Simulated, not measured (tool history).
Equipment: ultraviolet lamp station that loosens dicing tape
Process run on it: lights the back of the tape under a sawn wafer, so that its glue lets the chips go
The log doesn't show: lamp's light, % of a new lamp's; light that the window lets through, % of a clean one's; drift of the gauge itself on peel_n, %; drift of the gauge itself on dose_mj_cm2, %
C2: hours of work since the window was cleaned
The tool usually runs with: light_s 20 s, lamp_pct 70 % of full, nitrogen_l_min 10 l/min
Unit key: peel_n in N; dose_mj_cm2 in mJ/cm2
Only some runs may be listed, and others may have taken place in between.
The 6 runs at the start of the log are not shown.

{"run": 7, "hour": 53.5, "light_s": 17, "lamp_pct": 70, "nitrogen_l_min": 10, "hours of work of the lamp": 35, "C2": 161, "peel_n": 0.512, "dose_mj_cm2": 249}
{"run": 8, "hour": 62.7, "light_s": 20, "lamp_pct": 70, "nitrogen_l_min": 10, "hours of work of the lamp": 38, "C2": 164, "peel_n": 0.394, "dose_mj_cm2": 290}
{"run": 9, "hour": 69.3, "light_s": 20, "lamp_pct": 70, "nitrogen_l_min": 10, "hours of work of the lamp": 41, "C2": 167, "peel_n": 0.379, "dose_mj_cm2": 285}
{"run": 10, "hour": 80.7, "light_s": 20, "lamp_pct": 70, "nitrogen_l_min": 9, "hours of work of the lamp": 46, "C2": 172, "peel_n": 0.409, "dose_mj_cm2": 287}
{"run": 11, "hour": 91.4, "light_s": 20, "lamp_pct": 70, "nitrogen_l_min": 9, "hours of work of the lamp": 50, "C2": 176, "peel_n": 0.414, "dose_mj_cm2": 286}
{"run": 12, "hour": 98.7, "light_s": 20, "lamp_pct": 70, "nitrogen_l_min": 9, "hours of work of the lamp": 53, "C2": 179, "peel_n": 0.41, "dose_mj_cm2": 285}
{"run": 13, "hour": 104.9, "light_s": 20, "lamp_pct": 70, "nitrogen_l_min": 9, "hours of work of the lamp": 56, "C2": 182, "peel_n": 0.405, "dose_mj_cm2": 286}
{"run": 14, "hour": 114.2, "light_s": 20, "lamp_pct": 60, "nitrogen_l_min": 10, "hours of work of the lamp": 60, "C2": 186, "peel_n": 0.497, "dose_mj_cm2": 246}
{"run": 15, "hour": 125.7, "light_s": 17, "lamp_pct": 70, "nitrogen_l_min": 10, "hours of work of the lamp": 65, "C2": 191, "peel_n": 0.539, "dose_mj_cm2": 241}
{"run": 16, "hour": 131.6, "light_s": 17, "lamp_pct": 63, "nitrogen_l_min": 10, "hours of work of the lamp": 67, "C2": 193, "peel_n": 0.636, "dose_mj_cm2": 218}
{"run": 17, "hour": 142.7, "light_s": 17, "lamp_pct": 63, "nitrogen_l_min": 10, "hours of work of the lamp": 72, "C2": 198, "peel_n": 0.689, "dose_mj_cm2": 217}
{"run": 18, "hour": 152.3, "light_s": 17, "lamp_pct": 63, "nitrogen_l_min": 10, "hours of work of the lamp": 76, "C2": 202, "peel_n": 0.667, "dose_mj_cm2": 214}
{"run": 19, "hour": 160.7, "light_s": 17, "lamp_pct": 63, "nitrogen_l_min": 10, "hours of work of the lamp": 79, "C2": 205, "peel_n": 0.671, "dose_mj_cm2": 219}
{"run": 20, "hour": 167.2, "light_s": 17, "lamp_pct": 63, "nitrogen_l_min": 10, "hours of work of the lamp": 82, "C2": 208, "peel_n": 0.663, "dose_mj_cm2": 216}
{"run": 21, "hour": 180.2, "light_s": 17, "lamp_pct": 69, "nitrogen_l_min": 10, "hours of work of the lamp": 87, "C2": 213, "peel_n": 0.549, "dose_mj_cm2": 232}
{"run": 22, "hour": 188.7, "light_s": 17, "lamp_pct": 69, "nitrogen_l_min": 10, "hours of work of the lamp": 91, "C2": 217, "peel_n": 0.575, "dose_mj_cm2": 230}
{"run": 23, "hour": 200.2, "light_s": 26, "lamp_pct": 63, "nitrogen_l_min": 10, "hours of work of the lamp": 96, "C2": 222, "peel_n": 0.313, "dose_mj_cm2": 322}
{"run": 24, "hour": 212.3, "light_s": 17, "lamp_pct": 75, "nitrogen_l_min": 10, "hours of work of the lamp": 101, "C2": 227, "peel_n": 0.463, "dose_mj_cm2": 254}
{"run": 25, "hour": 219.6, "light_s": 17, "lamp_pct": 75, "nitrogen_l_min": 10, "hours of work of the lamp": 104, "C2": 230, "peel_n": 0.5, "dose_mj_cm2": 249}
{"run": 26, "hour": 232.9, "light_s": 24, "lamp_pct": 75, "nitrogen_l_min": 10, "hours of work of the lamp": 109, "C2": 235, "peel_n": 0.261, "dose_mj_cm2": 356}
{"run": 27, "hour": 244.1, "light_s": 24, "lamp_pct": 75, "nitrogen_l_min": 10, "hours of work of the lamp": 114, "C2": 240, "peel_n": 0.273, "dose_mj_cm2": 353}
{"run": 28, "hour": 256.2, "light_s": 27, "lamp_pct": 70, "nitrogen_l_min": 10, "hours of work of the lamp": 119, "C2": 245, "peel_n": 0.278, "dose_mj_cm2": 373}

For run 29, what comes out?
{"run": 29, "hour": 267.3, "light_s": 28, "lamp_pct": 70, "nitrogen_l_min": 20, "hours of work of the lamp": 124, "C2": 250, "peel_n": "?", "dose_mj_cm2": "?"}

Logged for run 29: peel_n 0.229 N, dose_mj_cm2 378 mJ/cm2.
With no hidden state in the tool, this same run would have given peel_n 0.221 N, dose_mj_cm2 432 mJ/cm2.
